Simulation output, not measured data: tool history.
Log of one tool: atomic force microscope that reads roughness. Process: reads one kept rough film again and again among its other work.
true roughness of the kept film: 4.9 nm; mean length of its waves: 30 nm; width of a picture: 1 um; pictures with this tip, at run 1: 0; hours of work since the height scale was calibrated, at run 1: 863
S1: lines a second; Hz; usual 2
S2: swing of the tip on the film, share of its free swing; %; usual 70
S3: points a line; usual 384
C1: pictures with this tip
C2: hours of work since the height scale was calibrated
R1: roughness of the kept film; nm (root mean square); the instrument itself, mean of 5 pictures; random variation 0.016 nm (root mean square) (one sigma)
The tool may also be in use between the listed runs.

run,hour,S1,S2,S3,C1,C2,R1
1,0,2,70,384,0,863,3.758
2,32.6,2,70,384,56,879,3.597
3,64.5,2,70,384,110,895,3.45
4,100.7,2,70,384,172,913,3.314
# hour 122.5: new tip fitted
5,147.9,2,70,384,44,936,3.637
6,176.9,2,70,384,93,951,3.494
7,217.9,2,76,384,163,971,3.224
# hour 243.7: new tip fitted
8,257.8,2,76,384,24,991,3.578
9,284.1,2,76,384,69,1004,3.462
10,304.1,2,70,825,103,1014,3.535
11,332.2,2,70,825,151,1028,3.446
# hour 364.4: new tip fitted
12,372.9,1,68,384,15,1048,4.018
13,410.1,1.56,76,673,78,1066,3.575
14,444.9,1.56,76,673,138,1084,3.429
# hour 484.3: new tip fitted
15,486.2,2.68,70,822,3,1104,3.681
16,517,0.87,85,927,56,1119,3.681
17,562.3,1.11,72,281,133,1142,3.553
18,592.1,0.67,72,638,184,1157,3.573
# hour 606.1: new tip fitted
19,613.1,0.67,72,638,12,1167,4.049

Hidden state or all else? Some run-to-run changes of R1, split into what the settings, what came in and random variation would give without the hidden state, and what is left for the hidden state (with any gauge scatter that isn't in both results):
The hidden state here: radius of the tip, nm; height scale over the true one, %; drift of the gauge itself on roughness_nm, %.
Run 11 -> 12: S1 2 -> 1, S2 70 -> 68, S3 825 -> 384, new tip fitted. R1 +0.572 nm (root mean square): hidden state +0.365, all else +0.207.
Run 18 -> 19: new tip fitted. R1 +0.476 nm (root mean square): hidden state +0.502, all else -0.026.

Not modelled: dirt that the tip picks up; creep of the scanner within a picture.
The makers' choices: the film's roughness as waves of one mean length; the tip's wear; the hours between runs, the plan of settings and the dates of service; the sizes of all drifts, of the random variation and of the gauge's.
